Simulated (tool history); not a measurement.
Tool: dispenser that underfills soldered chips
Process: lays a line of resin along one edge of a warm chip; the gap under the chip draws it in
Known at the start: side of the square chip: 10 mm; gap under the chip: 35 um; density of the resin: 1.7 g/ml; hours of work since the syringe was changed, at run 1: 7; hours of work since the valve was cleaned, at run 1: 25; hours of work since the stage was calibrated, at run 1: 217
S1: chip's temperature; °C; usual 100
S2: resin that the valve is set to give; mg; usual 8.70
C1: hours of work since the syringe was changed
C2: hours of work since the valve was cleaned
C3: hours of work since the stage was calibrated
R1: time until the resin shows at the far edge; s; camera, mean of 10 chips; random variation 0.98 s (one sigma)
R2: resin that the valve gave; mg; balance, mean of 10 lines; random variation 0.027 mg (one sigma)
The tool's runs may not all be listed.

| run | hour | S1 | S2 | C1 | C2 | C3 | R1 | R2 |
|---|---|---|---|---|---|---|---|---|
| 1 | 0.0 | 100 | 8.70 | 7 | 25 | 217 | 180.8 | 8.61 |
|  | 6.3 | new syringe of resin |
| 2 | 11.1 | 100 | 8.70 | 4 | 33 | 226 | 133.3 | 8.47 |
|  | 22.1 | new syringe of resin |
| 3 | 22.4 | 90 | 8.70 | 0 | 42 | 234 | 151.4 | 8.41 |
| 4 | 29.7 | 90 | 8.70 | 6 | 48 | 240 | 250.8 | 8.38 |
|  | 37.7 | new syringe of resin |
| 5 | 37.7 | 90 | 8.70 | 0 | 54 | 246 | 149.9 | 8.40 |
| 6 | 50.4 | 114 | 8.70 | 10 | 63 | 256 | 127.9 | 8.23 |
|  | 53.1 | new syringe of resin |
|  | 60.0 | dispensing valve cleaned and set on the balance |
| 7 | 64.4 | 100 | 8.70 | 8 | 3 | 266 | 191.6 | 8.72 |
|  | 69.7 | new syringe of resin |
| 8 | 77.2 | 100 | 8.70 | 6 | 13 | 275 | 162.4 | 8.57 |
|  | 85.5 | new syringe of resin |
| 9 | 89.3 | 100 | 8.70 | 3 | 22 | 285 | 123.1 | 8.46 |
| 10 | 100.5 | 100 | 7.74 | 12 | 31 | 293 | 266.6 | 7.54 |
|  | 101.9 | new syringe of resin |
| 11 | 107.3 | 100 | 11.05 | 4 | 36 | 298 | 134.2 | 10.66 |
|  | 117.4 | new syringe of resin |
| 12 | 119.6 | 100 | 11.05 | 2 | 45 | 308 | 109.7 | 10.62 |
| 13 | 127.5 | 100 | 11.05 | 8 | 52 | 314 | 184.6 | 10.56 |
|  | 133.5 | new syringe of resin |
| 14 | 134.5 | 100 | 11.05 | 1 | 57 | 319 | 100.5 | 10.51 |
| 15 | 144.9 | 88 | 8.70 | 9 | 65 | 327 | 357.8 | 8.19 |
|  | 149.9 | new syringe of resin |
|  | 152.4 | dispensing valve cleaned and set on the balance |
| 16 | 158.6 | 88 | 8.70 | 6 | 5 | 337 | 280.3 | 8.70 |
|  | 166.5 | new syringe of resin |
| 17 | 169.7 | 88 | 8.70 | 2 | 13 | 345 | 204.3 | 8.66 |
| 18 | 178.9 | 114 | 9.83 | 10 | 20 | 352 | 125.4 | 9.67 |
|  | 182.2 | new syringe of resin |
| 19 | 188.0 | 102 | 10.51 | 4 | 27 | 359 | 131.2 | 10.25 |
| 20 | 193.3 | 86 | 9.75 | 9 | 31 | 363 | 375.8 | 9.52 |
|  | 197.9 | new syringe of resin |
| 21 | 202.7 | 86 | 9.75 | 4 | 38 | 370 | 248.8 | 9.48 |
|  | 213.7 | new syringe of resin |
| 22 | 213.7 | 86 | 9.75 | 0 | 47 | 379 | 178.2 | 9.39 |
| 23 | 222.0 | 88 | 9.74 | 6 | 53 | 385 | 283.9 | 9.40 |
|  | 229.3 | new syringe of resin |
| 24 | 229.6 | 112 | 9.62 | 0 | 59 | 391 | 60.9 | 9.21 |
| 25 | 235.9 | 113 | 8.69 | 5 | 64 | 396 | 89.9 | 8.29 |
| 26 | 241.1 | 85 | 9.56 | 9 | 68 | 400 | 414.6 | 9.06 |

Run 27 comes next. What will it give?
|  | 244.7 | dispensing valve cleaned and set on the balance |
|  | 246.2 | new syringe of resin |
| 27 | 255.0 | 86 | 9.81 | 7 | 8 | 410 | ? | ? |

R1: 320.1 s
R2: 9.65 mg
Without the tool's hidden state the same run would have given R1 167.6 s, R2 9.76 mg.

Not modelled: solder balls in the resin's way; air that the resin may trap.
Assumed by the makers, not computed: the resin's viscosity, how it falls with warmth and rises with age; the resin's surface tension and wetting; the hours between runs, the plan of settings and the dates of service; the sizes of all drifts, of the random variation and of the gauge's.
